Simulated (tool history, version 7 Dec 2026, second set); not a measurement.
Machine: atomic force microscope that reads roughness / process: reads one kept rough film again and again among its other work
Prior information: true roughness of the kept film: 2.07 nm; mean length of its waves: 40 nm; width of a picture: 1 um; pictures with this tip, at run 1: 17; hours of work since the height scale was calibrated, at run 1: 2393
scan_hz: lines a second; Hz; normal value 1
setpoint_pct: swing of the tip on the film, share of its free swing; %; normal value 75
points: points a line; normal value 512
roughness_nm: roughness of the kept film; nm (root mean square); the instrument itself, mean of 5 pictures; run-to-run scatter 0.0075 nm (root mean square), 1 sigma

run	hour	scan_hz	setpoint_pct	points	pictures with this tip	hours of work since the height scale was calibrated	roughness_nm
1	0	1	75	512	17	2393	1.898
# hour 13.8: height scale calibrated on a step standard
2	46.1	0.96	75	512	79	25	1.844
# hour 103.8: new tip fitted
3	105.3	3.19	75	512	2	71	1.804
4	185.8	3.19	75	512	112	134	1.742
# hour 214.4: height scale calibrated on a step standard, once more
# hour 219.2: new tip fitted
5	262.6	3.19	75	512	59	37	1.818
6	330.2	3.19	75	512	152	90	1.758
# hour 338.2: new tip fitted
7	408.8	1	75	662	97	151	1.869
# hour 454.5: new tip fitted
8	480.9	1	75	662	36	206	1.923
9	559.3	1	75	662	143	267	1.847
# hour 572.4: new tip fitted
10	601	1	77	662	39	300	1.905
11	665.7	1	77	662	127	350	1.844
# hour 688.5: new tip fitted
12	737.9	1.5	90	951	68	406	1.82
13	780.9	1.5	90	951	126	439	1.778
# hour 806.8: new tip fitted
14	864.7	1	70	655	79	504	1.894
# hour 922.9: new tip fitted
15	933.6	1	70	655	15	557	1.936
16	986.3	1	70	655	87	598	1.885
# hour 1039.2: new tip fitted
17	1066.2	1.34	76	929	37	660	1.903
18	1105	2.22	90	929	90	691	1.733

Each row is a separate what-if for the run after 18, all from the same tool condition, not one after another. Results?
# hour 1151.9: new tip fitted
A	1170.6	2.95	75	512	25	741	?
# hour 1151.9: new tip fitted
B	1170.6	3.26	65	280	25	741	?
# hour 1151.9: new tip fitted
C	1170.6	1	66	512	25	741	?

run	roughness_nm
A	1.85
B	1.885
C	1.934
Without the tool's unlogged condition, the same runs would have read:
run	roughness_nm
A	1.877
B	1.913
C	1.963
